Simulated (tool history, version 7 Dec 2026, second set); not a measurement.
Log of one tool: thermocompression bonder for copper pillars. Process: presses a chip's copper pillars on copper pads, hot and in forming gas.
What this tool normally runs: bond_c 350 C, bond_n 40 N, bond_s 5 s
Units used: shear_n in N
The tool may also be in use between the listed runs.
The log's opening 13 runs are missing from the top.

run    hour  bond_c  bond_n  bond_s  hours of work since the heater was calibrated  hours of work since the force cell was calibrated  hours of work since the gas filter was changed  shear_n
      358.6  -- heater calibrated with a thermocouple chip
 14   374.2     350      39       5                                              8                                                827                                             195     41.5
 15   406.6     350      39       5                                             24                                                843                                             211     40.6
 16   428.1     350      39       5                                             35                                                854                                             222     41.3
 17   465.4     350      39       5                                             53                                                873                                             240     41.4
 18   494.2     350      39       5                                             68                                                887                                             255     42.4
 19   511.3     350      39       5                                             76                                                895                                             263     42.0
 20   539.8     350      31      14                                             91                                                910                                             277     49.2
 21   565.3     341      40       5                                            103                                                922                                             290     39.3
 22   587.3     341      40       5                                            114                                                933                                             301     38.3
 23   619.5     341      40       5                                            130                                                950                                             317     39.3
      626.6  -- forming gas filter changed
 24   645.6     341      40       5                                            143                                                962                                               9     40.6
 25   663.0     341      37       3                                            152                                                971                                              18     30.0
 26   695.2     341      37       3                                            168                                                987                                              34     30.8
 27   731.2     341      37       3                                            186                                               1005                                              52     30.3
 28   755.8     341      37       3                                            198                                               1017                                              65     31.2
 29   784.8     350      47       5                                            213                                               1032                                              79     51.8
 30   820.0     350      47       5                                            230                                               1049                                              97     52.1
 31   851.0     349      43       5                                            246                                               1065                                             112     47.5
 32   877.2     349      43       5                                            259                                               1078                                             125     46.3
 33   913.0     321      43      12                                            277                                               1096                                             143     50.0
 34   941.1     321      43      12                                            291                                               1110                                             157     49.4
 35   971.2     321      43       3                                            306                                               1125                                             172     28.8
 36   995.5     378      37       9                                            318                                               1137                                             184     63.0
 37  1021.0     342      40       5                                            331                                               1150                                             197     41.2
 38  1055.1     342      53       5                                            348                                               1167                                             214     55.0

4 ways to go on from here, each from the tool as it stands after run 38. What would each give?
  A  1077.0     361      56       8                                            359                                               1178                                             225        ?
  B  1077.0     350      51      10                                            359                                               1178                                             225        ?
  C  1077.0     364      44       7                                            359                                               1178                                             225        ?
  D  1077.0     342      25       5                                            359                                               1178                                             225        ?

run  shear_n
  A     74.0
  B     67.2
  C     61.1
  D     25.4
The same runs, with their run-to-run variation unchanged, on a tool lacking any hidden condition would have given:
run  shear_n
  A     72.6
  B     65.5
  C     59.3
  D     24.1
